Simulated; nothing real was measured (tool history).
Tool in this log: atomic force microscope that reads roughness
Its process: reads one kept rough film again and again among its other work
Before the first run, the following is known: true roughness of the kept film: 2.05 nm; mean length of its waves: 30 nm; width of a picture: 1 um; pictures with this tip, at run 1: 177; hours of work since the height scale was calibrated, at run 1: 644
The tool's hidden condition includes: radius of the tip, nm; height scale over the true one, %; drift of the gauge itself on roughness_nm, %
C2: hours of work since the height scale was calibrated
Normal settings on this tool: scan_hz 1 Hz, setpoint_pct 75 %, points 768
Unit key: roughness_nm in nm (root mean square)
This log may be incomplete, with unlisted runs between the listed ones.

{"run": 1, "hour": 0.0, "scan_hz": 1, "setpoint_pct": 75, "points": 768, "pictures with this tip": 177, "C2": 644, "roughness_nm": 1.421}
{"hour": 27.9, "done": "new tip fitted"}
{"run": 2, "hour": 49.9, "scan_hz": 1.41, "setpoint_pct": 75, "points": 768, "pictures with this tip": 34, "C2": 678, "roughness_nm": 1.65}
{"run": 3, "hour": 84.6, "scan_hz": 1.41, "setpoint_pct": 75, "points": 768, "pictures with this tip": 88, "C2": 701, "roughness_nm": 1.54}
{"run": 4, "hour": 120.0, "scan_hz": 1.41, "setpoint_pct": 75, "points": 768, "pictures with this tip": 144, "C2": 725, "roughness_nm": 1.474}
{"run": 5, "hour": 162.9, "scan_hz": 1.41, "setpoint_pct": 75, "points": 768, "pictures with this tip": 211, "C2": 754, "roughness_nm": 1.394}
{"hour": 168.9, "done": "new tip fitted"}
{"run": 6, "hour": 221.7, "scan_hz": 1.41, "setpoint_pct": 75, "points": 768, "pictures with this tip": 83, "C2": 793, "roughness_nm": 1.556}
{"run": 7, "hour": 271.6, "scan_hz": 1.41, "setpoint_pct": 75, "points": 768, "pictures with this tip": 161, "C2": 827, "roughness_nm": 1.465}
{"hour": 311.5, "done": "new tip fitted"}
{"run": 8, "hour": 314.7, "scan_hz": 1.41, "setpoint_pct": 75, "points": 768, "pictures with this tip": 5, "C2": 855, "roughness_nm": 1.693}
{"run": 9, "hour": 365.4, "scan_hz": 1.41, "setpoint_pct": 75, "points": 768, "pictures with this tip": 84, "C2": 889, "roughness_nm": 1.563}
{"run": 10, "hour": 394.7, "scan_hz": 1, "setpoint_pct": 75, "points": 768, "pictures with this tip": 130, "C2": 909, "roughness_nm": 1.551}
{"run": 11, "hour": 421.1, "scan_hz": 1, "setpoint_pct": 75, "points": 768, "pictures with this tip": 171, "C2": 927, "roughness_nm": 1.495}
{"hour": 453.6, "done": "new tip fitted"}
{"run": 12, "hour": 469.9, "scan_hz": 1, "setpoint_pct": 75, "points": 768, "pictures with this tip": 26, "C2": 959, "roughness_nm": 1.699}
{"run": 13, "hour": 509.6, "scan_hz": 1, "setpoint_pct": 64, "points": 768, "pictures with this tip": 88, "C2": 986, "roughness_nm": 1.642}
{"run": 14, "hour": 541.3, "scan_hz": 1, "setpoint_pct": 64, "points": 768, "pictures with this tip": 137, "C2": 1007, "roughness_nm": 1.562}
{"run": 15, "hour": 584.7, "scan_hz": 1, "setpoint_pct": 90, "points": 768, "pictures with this tip": 205, "C2": 1037, "roughness_nm": 1.341}
{"hour": 596.3, "done": "new tip fitted"}
{"run": 16, "hour": 626.4, "scan_hz": 2.06, "setpoint_pct": 75, "points": 768, "pictures with this tip": 47, "C2": 1064, "roughness_nm": 1.551}
{"run": 17, "hour": 673.7, "scan_hz": 2.06, "setpoint_pct": 75, "points": 768, "pictures with this tip": 121, "C2": 1096, "roughness_nm": 1.467}
{"run": 18, "hour": 731.7, "scan_hz": 2.06, "setpoint_pct": 75, "points": 768, "pictures with this tip": 211, "C2": 1135, "roughness_nm": 1.348}
{"hour": 737.1, "done": "new tip fitted"}
{"run": 19, "hour": 770.0, "scan_hz": 1, "setpoint_pct": 75, "points": 768, "pictures with this tip": 51, "C2": 1161, "roughness_nm": 1.642}
{"run": 20, "hour": 819.3, "scan_hz": 1, "setpoint_pct": 75, "points": 768, "pictures with this tip": 128, "C2": 1194, "roughness_nm": 1.543}
{"run": 21, "hour": 876.1, "scan_hz": 1, "setpoint_pct": 75, "points": 768, "pictures with this tip": 217, "C2": 1232, "roughness_nm": 1.406}
{"hour": 882.0, "done": "new tip fitted"}
{"run": 22, "hour": 929.2, "scan_hz": 1, "setpoint_pct": 75, "points": 768, "pictures with this tip": 74, "C2": 1268, "roughness_nm": 1.625}
{"run": 23, "hour": 962.0, "scan_hz": 1, "setpoint_pct": 75, "points": 768, "pictures with this tip": 125, "C2": 1290, "roughness_nm": 1.531}
{"run": 24, "hour": 1007.9, "scan_hz": 1, "setpoint_pct": 75, "points": 768, "pictures with this tip": 197, "C2": 1321, "roughness_nm": 1.43}
{"hour": 1022.4, "done": "new tip fitted"}
{"run": 25, "hour": 1040.7, "scan_hz": 1, "setpoint_pct": 75, "points": 768, "pictures with this tip": 28, "C2": 1342, "roughness_nm": 1.685}
{"run": 26, "hour": 1083.7, "scan_hz": 1, "setpoint_pct": 75, "points": 768, "pictures with this tip": 95, "C2": 1371, "roughness_nm": 1.586}
{"run": 27, "hour": 1113.1, "scan_hz": 1, "setpoint_pct": 75, "points": 768, "pictures with this tip": 141, "C2": 1391, "roughness_nm": 1.527}
{"hour": 1166.7, "done": "new tip fitted"}
{"run": 28, "hour": 1167.0, "scan_hz": 1, "setpoint_pct": 75, "points": 768, "pictures with this tip": 1, "C2": 1427, "roughness_nm": 1.721}
{"run": 29, "hour": 1210.9, "scan_hz": 1, "setpoint_pct": 72, "points": 385, "pictures with this tip": 70, "C2": 1456, "roughness_nm": 1.625}
{"run": 30, "hour": 1257.2, "scan_hz": 1, "setpoint_pct": 76, "points": 734, "pictures with this tip": 142, "C2": 1488, "roughness_nm": 1.508}
{"hour": 1308.3, "done": "new tip fitted"}
{"run": 31, "hour": 1308.3, "scan_hz": 1, "setpoint_pct": 76, "points": 734, "pictures with this tip": 0, "C2": 1522, "roughness_nm": 1.738}
{"run": 32, "hour": 1357.8, "scan_hz": 2.59, "setpoint_pct": 77, "points": 330, "pictures with this tip": 78, "C2": 1555, "roughness_nm": 1.437}
{"run": 33, "hour": 1399.3, "scan_hz": 1.16, "setpoint_pct": 59, "points": 451, "pictures with this tip": 142, "C2": 1583, "roughness_nm": 1.557}
{"hour": 1449.3, "done": "new tip fitted"}
{"run": 34, "hour": 1457.2, "scan_hz": 1.16, "setpoint_pct": 59, "points": 451, "pictures with this tip": 12, "C2": 1622, "roughness_nm": 1.78}
{"run": 35, "hour": 1498.1, "scan_hz": 1, "setpoint_pct": 61, "points": 487, "pictures with this tip": 76, "C2": 1649, "roughness_nm": 1.689}
{"run": 36, "hour": 1524.7, "scan_hz": 3.32, "setpoint_pct": 77, "points": 369, "pictures with this tip": 118, "C2": 1667, "roughness_nm": 1.323}
{"run": 37, "hour": 1551.3, "scan_hz": 3.32, "setpoint_pct": 77, "points": 369, "pictures with this tip": 159, "C2": 1685, "roughness_nm": 1.274}
{"run": 38, "hour": 1581.7, "scan_hz": 3.32, "setpoint_pct": 77, "points": 369, "pictures with this tip": 207, "C2": 1705, "roughness_nm": 1.219}
{"hour": 1591.0, "done": "new tip fitted"}
{"run": 39, "hour": 1608.0, "scan_hz": 1, "setpoint_pct": 87, "points": 339, "pictures with this tip": 26, "C2": 1723, "roughness_nm": 1.599}
{"run": 40, "hour": 1657.3, "scan_hz": 1, "setpoint_pct": 75, "points": 363, "pictures with this tip": 103, "C2": 1756, "roughness_nm": 1.554}
{"run": 41, "hour": 1687.0, "scan_hz": 1.76, "setpoint_pct": 65, "points": 768, "pictures with this tip": 150, "C2": 1776, "roughness_nm": 1.495}
{"run": 42, "hour": 1724.1, "scan_hz": 1.76, "setpoint_pct": 65, "points": 768, "pictures with this tip": 208, "C2": 1801, "roughness_nm": 1.419}
{"hour": 1733.5, "done": "new tip fitted"}
{"run": 43, "hour": 1763.7, "scan_hz": 1.76, "setpoint_pct": 65, "points": 768, "pictures with this tip": 47, "C2": 1827, "roughness_nm": 1.663}
{"run": 44, "hour": 1818.2, "scan_hz": 1.76, "setpoint_pct": 65, "points": 768, "pictures with this tip": 132, "C2": 1864, "roughness_nm": 1.532}
{"run": 45, "hour": 1852.0, "scan_hz": 1.76, "setpoint_pct": 65, "points": 768, "pictures with this tip": 185, "C2": 1887, "roughness_nm": 1.481}
{"hour": 1874.9, "done": "new tip fitted"}
{"run": 46, "hour": 1887.1, "scan_hz": 1.76, "setpoint_pct": 65, "points": 768, "pictures with this tip": 19, "C2": 1910, "roughness_nm": 1.702}
{"run": 47, "hour": 1916.2, "scan_hz": 2.23, "setpoint_pct": 86, "points": 455, "pictures with this tip": 65, "C2": 1929, "roughness_nm": 1.384}
{"run": 48, "hour": 1967.8, "scan_hz": 2.6, "setpoint_pct": 75, "points": 824, "pictures with this tip": 145, "C2": 1964, "roughness_nm": 1.38}

Run 49 comes next. What will it give?
{"run": 49, "hour": 2002.1, "scan_hz": 1, "setpoint_pct": 75, "points": 309, "pictures with this tip": 199, "C2": 1987, "roughness_nm": "?"}

roughness_nm: 1.424 nm (root mean square)
The same run, on a tool lacking any hidden state, would have yielded roughness_nm 1.739 nm (root mean square).
